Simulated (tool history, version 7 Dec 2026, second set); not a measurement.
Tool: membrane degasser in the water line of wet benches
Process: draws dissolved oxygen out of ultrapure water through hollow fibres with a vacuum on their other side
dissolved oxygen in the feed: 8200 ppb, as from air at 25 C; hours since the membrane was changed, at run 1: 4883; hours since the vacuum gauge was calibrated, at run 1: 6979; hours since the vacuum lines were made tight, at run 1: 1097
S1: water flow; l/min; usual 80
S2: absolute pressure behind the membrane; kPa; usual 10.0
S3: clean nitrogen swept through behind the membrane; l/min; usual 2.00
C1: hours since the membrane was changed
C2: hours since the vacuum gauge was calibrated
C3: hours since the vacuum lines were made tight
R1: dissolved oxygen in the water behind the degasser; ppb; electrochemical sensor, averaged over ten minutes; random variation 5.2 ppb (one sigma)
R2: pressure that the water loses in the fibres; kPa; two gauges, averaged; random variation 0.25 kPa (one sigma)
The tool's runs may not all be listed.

run	hour	S1	S2	S3	C1	C2	C3	R1	R2
1	0.0	80	10.0	2.00	4883	6979	1097	586.0	70.28
2	193.4	80	10.0	2.00	5077	7172	1290	589.6	70.21
# hour 281.7: vacuum gauge calibrated
3	302.5	80	10.0	2.00	5185	21	1399	514.4	69.80
4	427.2	80	11.6	2.00	5310	146	1523	638.7	70.12
5	618.4	80	11.6	2.00	5501	337	1715	648.3	70.49
6	807.4	80	11.1	2.00	5690	526	1904	602.4	70.40
7	989.4	80	11.1	2.14	5872	708	2085	572.6	70.49
8	1085.2	57	10.0	2.00	5968	804	2181	407.7	50.17
9	1193.3	57	10.0	2.00	6076	912	2289	401.0	50.41
10	1350.5	57	10.0	0.93	6233	1069	2447	726.1	50.08
11	1492.5	57	10.0	0.93	6375	1211	2589	717.7	50.04
12	1621.4	57	10.0	0.93	6504	1340	2717	725.0	50.29
13	1718.7	80	10.0	2.00	6601	1437	2815	534.8	70.62
14	1897.2	80	10.0	2.00	6780	1616	2993	528.9	70.53
15	2012.9	80	10.0	0.85	6896	1731	3109	971.4	70.92
# hour 2074.8: seals of the vacuum lines changed
16	2224.0	80	10.0	0.85	7105	1940	149	967.7	70.90
17	2420.9	54	22.6	3.78	7302	2137	346	609.4	48.02
18	2621.8	54	13.4	3.24	7503	2338	547	375.8	48.00
19	2723.6	80	10.0	1.05	7604	2440	649	854.9	71.23
20	2898.2	80	10.0	1.05	7779	2614	823	858.6	71.16
21	3113.9	105	10.0	1.05	7995	2830	1039	1020.5	93.06
22	3323.0	105	10.0	1.05	8204	3039	1248	1032.0	93.53
23	3518.0	68	10.0	2.23	8399	3234	1443	446.4	61.50
24	3658.5	68	10.0	2.23	8539	3375	1584	444.8	61.09
25	3784.6	80	9.0	3.89	8665	3501	1710	283.0	71.28
26	3948.5	80	9.0	3.89	8829	3665	1874	279.2	71.58
27	4138.0	60	8.5	5.15	9019	3854	2063	156.2	53.16
28	4235.3	80	16.4	2.00	9116	3952	2160	993.9	71.29
29	4395.1	80	16.4	2.00	9276	4111	2320	999.5	71.83
30	4521.1	80	16.4	2.00	9402	4237	2446	985.3	71.96
# hour 4575.6: membrane cartridge changed
31	4647.9	80	16.4	2.00	72	4360	2569	1003.4	68.06
32	4831.9	80	6.0	2.00	256	4544	2753	263.5	68.33

How the hidden state differs across the entries between the runs, from the last listed run before each to the first after it:
Between runs 2 and 3: vacuum gauge calibrated (hour 281.7)
  membrane still open, %: 97 -> 96.9; true pressure behind the membrane over the reading, kPa: 0.92 -> 0.01; air that leaks in behind the membrane, l/min: 0.0056 -> 0.0058
  measured less the result without the state, R1: +66.8 -> +1.5 ppb; R2: +2.10 -> +2.14 kPa
Between runs 15 and 16: seals of the vacuum lines changed (hour 2074.8)
  membrane still open, %: 95.9 -> 95.7; true pressure behind the membrane over the reading, kPa: 0.22 -> 0.25; air that leaks in behind the membrane, l/min: 0.0092 -> 0.0014
  measured less the result without the state, R1: +26.6 -> +32.0 ppb; R2: +2.94 -> +3.02 kPa
Between runs 30 and 31: membrane cartridge changed (hour 4575.6)
  membrane still open, %: 94.3 -> 100; true pressure behind the membrane over the reading, kPa: 0.52 -> 0.53; air that leaks in behind the membrane, l/min: 0.0059 -> 0.0061
  measured less the result without the state, R1: +34.8 -> +35.2 ppb; R2: +4.09 -> +0.03 kPa
